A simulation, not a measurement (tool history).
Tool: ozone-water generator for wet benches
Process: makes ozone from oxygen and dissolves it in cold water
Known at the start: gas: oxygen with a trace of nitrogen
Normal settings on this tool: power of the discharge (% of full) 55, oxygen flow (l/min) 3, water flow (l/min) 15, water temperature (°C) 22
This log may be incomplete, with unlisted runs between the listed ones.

| run | hour | power of the discharge (% of full) | oxygen flow (l/min) | water flow (l/min) | water temperature (°C) | dissolved ozone (ppm) | ozone in the gas ahead of the water (g/m3) |
|---|---|---|---|---|---|---|---|
| 1 | 0 | 55 | 3 | 15 | 22 | 10.9 | 174.4 |
| 2 | 52.8 | 55 | 3 | 15 | 22 | 10.9 | 176.9 |
| 3 | 97.6 | 55 | 3 | 15 | 22 | 11.1 | 173.6 |
| 4 | 139.5 | 55 | 3 | 15 | 22 | 10.8 | 173.9 |
| 5 | 212.2 | 55 | 3 | 15 | 22 | 10.8 | 172.8 |
| 6 | 276.4 | 55 | 3 | 15 | 22 | 10.7 | 173.8 |
| 7 | 335.6 | 55 | 1.6 | 15 | 22 | 10.6 | 261.9 |
| 8 | 394.7 | 55 | 3 | 16 | 22 | 10.3 | 171.7 |
| 9 | 452.7 | 55 | 3 | 16 | 22 | 10 | 172.2 |
| 10 | 490.8 | 62 | 5.16 | 15 | 21 | 11.2 | 131.4 |
| 11 | 528.5 | 62 | 4.8 | 15 | 18 | 11.6 | 137.4 |
| 12 | 580 | 73 | 3.36 | 15 | 22 | 12.6 | 190.6 |
|  | 590.5 | contactor cleaned |
| 13 | 628 | 55 | 3 | 15 | 15 | 11.5 | 172.4 |
| 14 | 681.3 | 55 | 3 | 15 | 15 | 11.6 | 173.3 |
| 15 | 732.9 | 81 | 1.96 | 15 | 29 | 12.3 | 291 |
| 16 | 764.6 | 81 | 1.96 | 12 | 28 | 16.1 | 288 |
| 17 | 806.3 | 55 | 1.64 | 15 | 16 | 11 | 252.2 |
|  | 820.4 | contactor cleaned, once more |
| 18 | 860.4 | 55 | 1.64 | 15 | 16 | 11.4 | 253.4 |

Here are 5 independent what-if runs from the current tool condition. What would each one return?
| A | 923.2 | 43 | 1.54 | 15 | 16 | ? | ? |
| B | 923.2 | 52 | 1.64 | 12 | 18 | ? | ? |
| C | 923.2 | 55 | 2.88 | 9 | 22 | ? | ? |
| D | 923.2 | 55 | 5.26 | 16 | 22 | ? | ? |
| E | 923.2 | 55 | 1.64 | 17 | 27 | ? | ? |

| run | dissolved ozone (ppm) | ozone in the gas ahead of the water (g/m3) |
|---|---|---|
| A | 9.7 | 227.3 |
| B | 14.1 | 245.3 |
| C | 18.2 | 174.9 |
| D | 9.7 | 117.8 |
| E | 9 | 254.7 |
The same runs, with their run-to-run variation unchanged, on a tool lacking any hidden condition would have given:
| run | dissolved ozone (ppm) | ozone in the gas ahead of the water (g/m3) |
|---|---|---|
| A | 10.2 | 236.1 |
| B | 14.9 | 256.5 |
| C | 19.2 | 183.3 |
| D | 10.3 | 123.5 |
| E | 9.6 | 266.9 |
